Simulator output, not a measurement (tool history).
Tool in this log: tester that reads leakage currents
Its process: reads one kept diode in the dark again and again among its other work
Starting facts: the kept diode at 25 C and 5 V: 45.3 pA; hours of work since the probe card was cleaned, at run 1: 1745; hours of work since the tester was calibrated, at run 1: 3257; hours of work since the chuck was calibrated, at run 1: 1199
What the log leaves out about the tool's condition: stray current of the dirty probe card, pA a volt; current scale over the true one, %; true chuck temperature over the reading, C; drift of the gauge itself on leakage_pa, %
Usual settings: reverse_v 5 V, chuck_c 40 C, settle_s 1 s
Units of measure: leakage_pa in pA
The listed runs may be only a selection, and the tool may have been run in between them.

run,day,reverse_v,chuck_c,settle_s,hours of work since the probe card was cleaned,hours of work since the tester was calibrated,hours of work since the chuck was calibrated,leakage_pa
1,0,5,40,1,1745,3257,1199,169.36
2,6.133,5,40,1,1810,3322,1264,171.28
3,13.417,6,40,1,1888,3399,1341,191.34
4,17.079,6,40,1,1927,3438,1380,192.39
# day 20.825: probe card cleaned and baked
5,24.717,5,40,1,41,3518,1460,166.72
6,32.708,5,40,1,126,3602,1545,166.74
# day 33.588: tester calibrated
7,37.946,5,40,1,181,46,1599,168.02
# day 38.642: chuck's temperature calibrated
8,45.225,5,25,1,257,123,70,46.73
9,50.004,5,29,1,308,173,121,65.35
10,57.679,1.31,34,8.1,389,255,202,44.77
11,64.079,1.31,34,8.1,457,323,270,45.03
12,70.025,1.94,49,7.55,520,386,333,183.5
13,74.967,8.62,40,0.47,573,438,385,223.07
14,80.646,8.62,22,1.1,633,498,446,52.62
# day 83.721: tester calibrated, once more
15,87.404,18.45,33,1.1,704,39,516,210.26
16,92.267,9.64,54,1.7,755,91,568,696.72
17,96.429,9.64,54,1.7,799,135,612,704.2
18,100.838,9.64,54,1.7,846,182,659,704.99

3 options for the next run, each taken on its own from the tool as it stands now. Forecast them:
A,109.492,12.14,40,1,938,273,751,?
B,109.492,5,23,1,938,273,751,?
C,109.492,2.88,29,0.48,938,273,751,?

run,leakage_pa
A,286.82
B,43.74
C,51.28
What these runs would have given with no unlogged condition in the tool:
run,leakage_pa
A,267.54
B,38.84
C,47.29
